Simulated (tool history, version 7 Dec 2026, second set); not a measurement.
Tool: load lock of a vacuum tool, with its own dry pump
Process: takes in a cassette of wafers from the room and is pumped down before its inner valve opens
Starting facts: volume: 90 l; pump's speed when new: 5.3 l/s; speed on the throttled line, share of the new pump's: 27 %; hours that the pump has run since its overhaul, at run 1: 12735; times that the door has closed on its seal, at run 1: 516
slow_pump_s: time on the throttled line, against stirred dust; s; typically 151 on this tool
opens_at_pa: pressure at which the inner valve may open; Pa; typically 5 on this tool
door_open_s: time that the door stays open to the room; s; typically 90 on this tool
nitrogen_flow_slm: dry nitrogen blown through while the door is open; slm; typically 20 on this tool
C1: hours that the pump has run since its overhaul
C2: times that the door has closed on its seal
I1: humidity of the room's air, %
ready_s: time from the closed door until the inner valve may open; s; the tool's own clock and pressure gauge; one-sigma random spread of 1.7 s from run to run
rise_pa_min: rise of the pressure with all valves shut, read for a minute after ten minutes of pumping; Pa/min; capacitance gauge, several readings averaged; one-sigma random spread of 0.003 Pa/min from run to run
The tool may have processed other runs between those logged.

{"run": 1, "hour": 0.0, "slow_pump_s": 151, "opens_at_pa": 5, "door_open_s": 90, "nitrogen_flow_slm": 20, "C1": 12735, "C2": 516, "I1": 45.4, "ready_s": 301.2, "rise_pa_min": 0.025}
{"run": 2, "hour": 343.4, "slow_pump_s": 151, "opens_at_pa": 5, "door_open_s": 90, "nitrogen_flow_slm": 20, "C1": 13078, "C2": 2193, "I1": 43.7, "ready_s": 299.4, "rise_pa_min": 0.027}
{"run": 3, "hour": 824.0, "slow_pump_s": 151, "opens_at_pa": 5, "door_open_s": 90, "nitrogen_flow_slm": 20, "C1": 13558, "C2": 4540, "I1": 43, "ready_s": 299.3, "rise_pa_min": 0.035}
{"run": 4, "hour": 1066.6, "slow_pump_s": 151, "opens_at_pa": 5, "door_open_s": 90, "nitrogen_flow_slm": 20, "C1": 13801, "C2": 5725, "I1": 39.9, "ready_s": 301.2, "rise_pa_min": 0.03}
{"run": 5, "hour": 1329.3, "slow_pump_s": 151, "opens_at_pa": 6, "door_open_s": 90, "nitrogen_flow_slm": 20, "C1": 14064, "C2": 7008, "I1": 47.2, "ready_s": 299.9, "rise_pa_min": 0.04}
{"run": 6, "hour": 1577.2, "slow_pump_s": 151, "opens_at_pa": 6, "door_open_s": 90, "nitrogen_flow_slm": 20, "C1": 14312, "C2": 8218, "I1": 42.7, "ready_s": 298, "rise_pa_min": 0.034}
{"run": 7, "hour": 1834.6, "slow_pump_s": 151, "opens_at_pa": 5, "door_open_s": 90, "nitrogen_flow_slm": 35, "C1": 14569, "C2": 9475, "I1": 43.3, "ready_s": 304.8, "rise_pa_min": 0.027}
{"run": 8, "hour": 2173.4, "slow_pump_s": 151, "opens_at_pa": 5, "door_open_s": 90, "nitrogen_flow_slm": 35, "C1": 14908, "C2": 11130, "I1": 43, "ready_s": 307.6, "rise_pa_min": 0.039}
{"run": 9, "hour": 2517.3, "slow_pump_s": 263, "opens_at_pa": 5, "door_open_s": 90, "nitrogen_flow_slm": 20, "C1": 15252, "C2": 12808, "I1": 46, "ready_s": 383.7, "rise_pa_min": 0.052}
{"run": 10, "hour": 2955.5, "slow_pump_s": 151, "opens_at_pa": 5, "door_open_s": 129, "nitrogen_flow_slm": 20, "C1": 15690, "C2": 14949, "I1": 47.8, "ready_s": 306, "rise_pa_min": 0.062}
{"run": 11, "hour": 3345.4, "slow_pump_s": 151, "opens_at_pa": 5, "door_open_s": 129, "nitrogen_flow_slm": 20, "C1": 16080, "C2": 16852, "I1": 46.9, "ready_s": 305.5, "rise_pa_min": 0.061}
{"run": 12, "hour": 3595.7, "slow_pump_s": 151, "opens_at_pa": 5, "door_open_s": 129, "nitrogen_flow_slm": 20, "C1": 16330, "C2": 18074, "I1": 46.7, "ready_s": 310.1, "rise_pa_min": 0.06}
{"run": 13, "hour": 3933.7, "slow_pump_s": 151, "opens_at_pa": 5, "door_open_s": 129, "nitrogen_flow_slm": 20, "C1": 16668, "C2": 19725, "I1": 43.4, "ready_s": 310.5, "rise_pa_min": 0.066}
{"run": 14, "hour": 4249.7, "slow_pump_s": 151, "opens_at_pa": 5, "door_open_s": 129, "nitrogen_flow_slm": 20, "C1": 16984, "C2": 21268, "I1": 46.6, "ready_s": 307.6, "rise_pa_min": 0.071}
{"run": 15, "hour": 4457.2, "slow_pump_s": 151, "opens_at_pa": 5, "door_open_s": 234, "nitrogen_flow_slm": 20, "C1": 17192, "C2": 22281, "I1": 45.2, "ready_s": 311, "rise_pa_min": 0.099}
{"run": 16, "hour": 4904.7, "slow_pump_s": 151, "opens_at_pa": 5, "door_open_s": 90, "nitrogen_flow_slm": 20, "C1": 17639, "C2": 24466, "I1": 47.2, "ready_s": 308.2, "rise_pa_min": 0.076}
{"run": 17, "hour": 5116.9, "slow_pump_s": 151, "opens_at_pa": 5, "door_open_s": 90, "nitrogen_flow_slm": 20, "C1": 17851, "C2": 25503, "I1": 42.8, "ready_s": 310.4, "rise_pa_min": 0.079}
{"run": 18, "hour": 5532.4, "slow_pump_s": 151, "opens_at_pa": 6, "door_open_s": 90, "nitrogen_flow_slm": 20, "C1": 18267, "C2": 27532, "I1": 43.2, "ready_s": 306.8, "rise_pa_min": 0.086}
{"run": 19, "hour": 5924.3, "slow_pump_s": 151, "opens_at_pa": 6, "door_open_s": 90, "nitrogen_flow_slm": 20, "C1": 18659, "C2": 29445, "I1": 47.6, "ready_s": 312.5, "rise_pa_min": 0.087}
{"run": 20, "hour": 6265.7, "slow_pump_s": 105, "opens_at_pa": 9, "door_open_s": 74, "nitrogen_flow_slm": 21, "C1": 19000, "C2": 31112, "I1": 40.9, "ready_s": 270, "rise_pa_min": 0.089}
{"run": 21, "hour": 6739.2, "slow_pump_s": 105, "opens_at_pa": 9, "door_open_s": 74, "nitrogen_flow_slm": 21, "C1": 19474, "C2": 33424, "I1": 45.7, "ready_s": 269.2, "rise_pa_min": 0.097}
{"run": 22, "hour": 6983.6, "slow_pump_s": 105, "opens_at_pa": 9, "door_open_s": 74, "nitrogen_flow_slm": 21, "C1": 19718, "C2": 34618, "I1": 43.7, "ready_s": 269.5, "rise_pa_min": 0.106}
{"run": 23, "hour": 7432.1, "slow_pump_s": 127, "opens_at_pa": 7, "door_open_s": 74, "nitrogen_flow_slm": 21, "C1": 20167, "C2": 36808, "I1": 47.7, "ready_s": 291.1, "rise_pa_min": 0.115}
{"run": 24, "hour": 7658.8, "slow_pump_s": 139, "opens_at_pa": 7, "door_open_s": 74, "nitrogen_flow_slm": 6, "C1": 20393, "C2": 37915, "I1": 42, "ready_s": 300.4, "rise_pa_min": 0.131}
{"run": 25, "hour": 7976.8, "slow_pump_s": 139, "opens_at_pa": 7, "door_open_s": 74, "nitrogen_flow_slm": 6, "C1": 20711, "C2": 39468, "I1": 43.9, "ready_s": 302.7, "rise_pa_min": 0.141}
{"hour": 8193.7, "done": "dry pump taken out, an overhauled one fitted"}
{"run": 26, "hour": 8387.0, "slow_pump_s": 151, "opens_at_pa": 9, "door_open_s": 90, "nitrogen_flow_slm": 5, "C1": 193, "C2": 41442, "I1": 43.5, "ready_s": 272.9, "rise_pa_min": 0.159}
{"run": 27, "hour": 8733.5, "slow_pump_s": 155, "opens_at_pa": 6, "door_open_s": 28, "nitrogen_flow_slm": 4, "C1": 540, "C2": 43133, "I1": 47.4, "ready_s": 282.2, "rise_pa_min": 0.143}
{"run": 28, "hour": 8979.2, "slow_pump_s": 246, "opens_at_pa": 8, "door_open_s": 90, "nitrogen_flow_slm": 20, "C1": 786, "C2": 44333, "I1": 46.2, "ready_s": 340.5, "rise_pa_min": 0.152}
{"run": 29, "hour": 9476.3, "slow_pump_s": 246, "opens_at_pa": 9, "door_open_s": 145, "nitrogen_flow_slm": 15, "C1": 1283, "C2": 46761, "I1": 43.3, "ready_s": 341.6, "rise_pa_min": 0.176}
{"run": 30, "hour": 9795.0, "slow_pump_s": 246, "opens_at_pa": 9, "door_open_s": 67, "nitrogen_flow_slm": 15, "C1": 1601, "C2": 48317, "I1": 45.8, "ready_s": 338.6, "rise_pa_min": 0.169}
{"run": 31, "hour": 10051.0, "slow_pump_s": 246, "opens_at_pa": 9, "door_open_s": 67, "nitrogen_flow_slm": 15, "C1": 1857, "C2": 49567, "I1": 45.7, "ready_s": 342.1, "rise_pa_min": 0.171}
{"run": 32, "hour": 10376.2, "slow_pump_s": 246, "opens_at_pa": 9, "door_open_s": 67, "nitrogen_flow_slm": 15, "C1": 2183, "C2": 51155, "I1": 44.9, "ready_s": 342.7, "rise_pa_min": 0.18}
{"run": 33, "hour": 10606.2, "slow_pump_s": 246, "opens_at_pa": 9, "door_open_s": 67, "nitrogen_flow_slm": 15, "C1": 2413, "C2": 52278, "I1": 44, "ready_s": 338.2, "rise_pa_min": 0.189}
{"run": 34, "hour": 10918.3, "slow_pump_s": 106, "opens_at_pa": 5, "door_open_s": 90, "nitrogen_flow_slm": 20, "C1": 2725, "C2": 53802, "I1": 41.9, "ready_s": 251.2, "rise_pa_min": 0.197}
{"run": 35, "hour": 11199.7, "slow_pump_s": 81, "opens_at_pa": 5, "door_open_s": 31, "nitrogen_flow_slm": 20, "C1": 3006, "C2": 55176, "I1": 40, "ready_s": 233.7, "rise_pa_min": 0.194}
{"run": 36, "hour": 11425.7, "slow_pump_s": 164, "opens_at_pa": 5, "door_open_s": 27, "nitrogen_flow_slm": 8, "C1": 3232, "C2": 56280, "I1": 43.4, "ready_s": 295.5, "rise_pa_min": 0.198}

Measured result minus the same run's result without the hidden state. Both carry the same run-to-run variation, though not necessarily the same gauge scatter:
Hidden conditions of the tool in this case: pump's speed, % of a new pump's; leak at the door's seal, Pa l/s; drift of the gauge itself on ready_s, %; drift of the gauge itself on rise_pa_min, %.
run=1 ready_s=+20.9 rise_pa_min=+0.001
run=2 ready_s=+21.4 rise_pa_min=+0.002
run=3 ready_s=+22.1 rise_pa_min=+0.005
run=4 ready_s=+22.7 rise_pa_min=+0.008
run=5 ready_s=+22.3 rise_pa_min=+0.01
run=6 ready_s=+22.6 rise_pa_min=+0.012
run=7 ready_s=+24.2 rise_pa_min=+0.015
run=8 ready_s=+25.1 rise_pa_min=+0.018
run=9 ready_s=+19.3 rise_pa_min=+0.021
run=10 ready_s=+26.1 rise_pa_min=+0.025
run=11 ready_s=+26.8 rise_pa_min=+0.029
run=12 ready_s=+27.5 rise_pa_min=+0.032
run=13 ready_s=+28.2 rise_pa_min=+0.036
run=14 ready_s=+28.5 rise_pa_min=+0.041
run=15 ready_s=+28.8 rise_pa_min=+0.043
run=16 ready_s=+29.7 rise_pa_min=+0.049
run=17 ready_s=+30.3 rise_pa_min=+0.052
run=18 ready_s=+30.3 rise_pa_min=+0.056
run=19 ready_s=+31.6 rise_pa_min=+0.062
run=20 ready_s=+33.1 rise_pa_min=+0.068
run=21 ready_s=+33.8 rise_pa_min=+0.076
run=22 ready_s=+34.3 rise_pa_min=+0.08
run=23 ready_s=+34.9 rise_pa_min=+0.092
run=24 ready_s=+34.5 rise_pa_min=+0.097
run=25 ready_s=+35.5 rise_pa_min=+0.1
run=26 ready_s=+0.5 rise_pa_min=+0.11
run=27 ready_s=+1 rise_pa_min=+0.116
run=28 ready_s=+1 rise_pa_min=+0.123
run=29 ready_s=+1.4 rise_pa_min=+0.134
run=30 ready_s=+1.7 rise_pa_min=+0.144
run=31 ready_s=+1.9 rise_pa_min=+0.149
run=32 ready_s=+2.4 rise_pa_min=+0.157
run=33 ready_s=+2.5 rise_pa_min=+0.163
run=34 ready_s=+4.2 rise_pa_min=+0.171
run=35 ready_s=+5.3 rise_pa_min=+0.178
run=36 ready_s=+4.9 rise_pa_min=+0.18

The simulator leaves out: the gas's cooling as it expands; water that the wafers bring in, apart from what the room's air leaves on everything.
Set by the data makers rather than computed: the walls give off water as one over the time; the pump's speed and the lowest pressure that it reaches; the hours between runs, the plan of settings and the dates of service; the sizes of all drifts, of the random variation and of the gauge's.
